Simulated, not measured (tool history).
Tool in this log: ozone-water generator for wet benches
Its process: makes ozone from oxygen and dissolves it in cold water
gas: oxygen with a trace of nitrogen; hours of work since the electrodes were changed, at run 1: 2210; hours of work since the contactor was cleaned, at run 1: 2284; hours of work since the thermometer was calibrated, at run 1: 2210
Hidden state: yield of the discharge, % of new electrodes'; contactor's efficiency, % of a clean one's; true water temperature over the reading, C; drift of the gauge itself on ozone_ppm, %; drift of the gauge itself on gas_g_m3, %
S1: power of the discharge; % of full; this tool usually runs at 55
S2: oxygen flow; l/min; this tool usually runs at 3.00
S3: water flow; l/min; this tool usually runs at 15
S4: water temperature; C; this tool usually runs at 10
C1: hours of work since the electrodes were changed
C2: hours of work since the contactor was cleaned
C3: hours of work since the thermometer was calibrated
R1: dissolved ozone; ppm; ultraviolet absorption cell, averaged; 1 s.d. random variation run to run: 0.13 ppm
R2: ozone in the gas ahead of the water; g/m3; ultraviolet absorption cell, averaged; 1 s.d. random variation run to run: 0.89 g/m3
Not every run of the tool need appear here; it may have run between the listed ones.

| run | day | S1 | S2 | S3 | S4 | C1 | C2 | C3 | R1 | R2 |
|---|---|---|---|---|---|---|---|---|---|---|
| 1 | 0.000 | 55 | 3.00 | 15 | 10 | 2210 | 2284 | 2210 | 12.8 | 138.7 |
| 2 | 2.700 | 55 | 3.00 | 15 | 10 | 2258 | 2332 | 2258 | 12.8 | 139.0 |
| 3 | 4.758 | 55 | 3.00 | 15 | 10 | 2295 | 2369 | 2295 | 12.6 | 141.1 |
| 4 | 6.250 | 55 | 3.00 | 15 | 10 | 2322 | 2396 | 2322 | 12.6 | 138.4 |
| 5 | 7.779 | 55 | 3.00 | 20 | 10 | 2349 | 2423 | 2349 | 9.2 | 139.0 |
| 6 | 10.246 | 55 | 3.00 | 15 | 10 | 2393 | 2467 | 2393 | 12.5 | 138.7 |
| 7 | 12.350 | 52 | 3.00 | 15 | 10 | 2431 | 2505 | 2431 | 12.2 | 131.1 |
| 8 | 14.879 | 52 | 3.00 | 15 | 10 | 2476 | 2550 | 2476 | 11.9 | 132.3 |
|  | 15.333 | contactor cleaned |
| 9 | 17.388 | 52 | 3.00 | 18 | 10 | 2518 | 37 | 2518 | 10.3 | 131.3 |
| 10 | 18.696 | 52 | 3.00 | 18 | 10 | 2541 | 60 | 2541 | 10.3 | 134.0 |
| 11 | 21.588 | 52 | 3.00 | 18 | 10 | 2593 | 112 | 2593 | 10.3 | 130.7 |
| 12 | 23.571 | 52 | 3.00 | 18 | 10 | 2629 | 147 | 2629 | 10.4 | 130.8 |
| 13 | 26.392 | 57 | 3.00 | 15 | 10 | 2679 | 198 | 2679 | 13.3 | 142.2 |
| 14 | 29.229 | 57 | 3.00 | 15 | 10 | 2730 | 249 | 2730 | 13.4 | 140.5 |
| 15 | 31.342 | 57 | 3.00 | 15 | 10 | 2768 | 286 | 2768 | 13.5 | 141.1 |
| 16 | 33.717 | 57 | 3.00 | 15 | 10 | 2810 | 329 | 2810 | 13.4 | 142.0 |
| 17 | 36.542 | 57 | 2.50 | 23 | 7 | 2861 | 379 | 2861 | 8.3 | 160.8 |
| 18 | 39.179 | 55 | 3.00 | 15 | 6 | 2908 | 427 | 2908 | 13.1 | 138.3 |
| 19 | 42.125 | 55 | 3.00 | 15 | 6 | 2960 | 479 | 2960 | 13.3 | 135.7 |
| 20 | 44.596 | 55 | 3.00 | 15 | 6 | 3005 | 524 | 3005 | 13.5 | 137.0 |
| 21 | 46.438 | 43 | 1.76 | 15 | 13 | 3038 | 556 | 3038 | 9.6 | 158.0 |
| 22 | 49.462 | 55 | 3.00 | 15 | 12 | 3092 | 611 | 3092 | 12.6 | 137.1 |
| 23 | 51.896 | 55 | 3.00 | 15 | 12 | 3135 | 654 | 3135 | 12.4 | 138.4 |
| 24 | 53.412 | 55 | 3.00 | 15 | 12 | 3162 | 681 | 3162 | 12.3 | 136.9 |
| 25 | 55.283 | 55 | 5.05 | 15 | 10 | 3196 | 715 | 3196 | 12.5 | 97.2 |
| 26 | 57.188 | 42 | 5.05 | 12 | 10 | 3230 | 749 | 3230 | 11.8 | 77.3 |
| 27 | 58.675 | 42 | 5.05 | 12 | 10 | 3256 | 775 | 3256 | 11.8 | 78.0 |
| 28 | 61.088 | 55 | 3.00 | 9 | 17 | 3300 | 818 | 3300 | 17.9 | 135.4 |
| 29 | 62.479 | 55 | 3.61 | 15 | 10 | 3324 | 843 | 3324 | 12.7 | 119.7 |
| 30 | 64.433 | 55 | 3.86 | 16 | 6 | 3359 | 878 | 3359 | 12.3 | 114.5 |
| 31 | 67.075 | 74 | 3.86 | 16 | 6 | 3407 | 926 | 3407 | 15.6 | 145.9 |
| 32 | 69.217 | 74 | 2.96 | 10 | 16 | 3445 | 964 | 3445 | 21.3 | 172.9 |

5 options for the next run, each taken on its own from the tool as it stands now. Forecast them:
| A | 71.700 | 74 | 1.76 | 10 | 16 | 3489 | 1008 | 3489 | ? | ? |
| B | 71.700 | 53 | 4.30 | 10 | 16 | 3489 | 1008 | 3489 | ? | ? |
| C | 71.700 | 73 | 2.26 | 10 | 8 | 3489 | 1008 | 3489 | ? | ? |
| D | 71.700 | 74 | 2.94 | 10 | 6 | 3489 | 1008 | 3489 | ? | ? |
| E | 71.700 | 61 | 2.96 | 9 | 12 | 3489 | 1008 | 3489 | ? | ? |

| run | R1 | R2 |
|---|---|---|
| A | 22.3 | 246.0 |
| B | 15.4 | 104.2 |
| C | 24.0 | 205.2 |
| D | 24.9 | 174.9 |
| E | 21.3 | 147.1 |
With the hidden condition removed and each run's random variation left untouched, the same runs would have given:
| run | R1 | R2 |
|---|---|---|
| A | 25.3 | 274.4 |
| B | 17.0 | 112.8 |
| C | 27.3 | 228.6 |
| D | 28.3 | 195.0 |
| E | 23.8 | 161.2 |
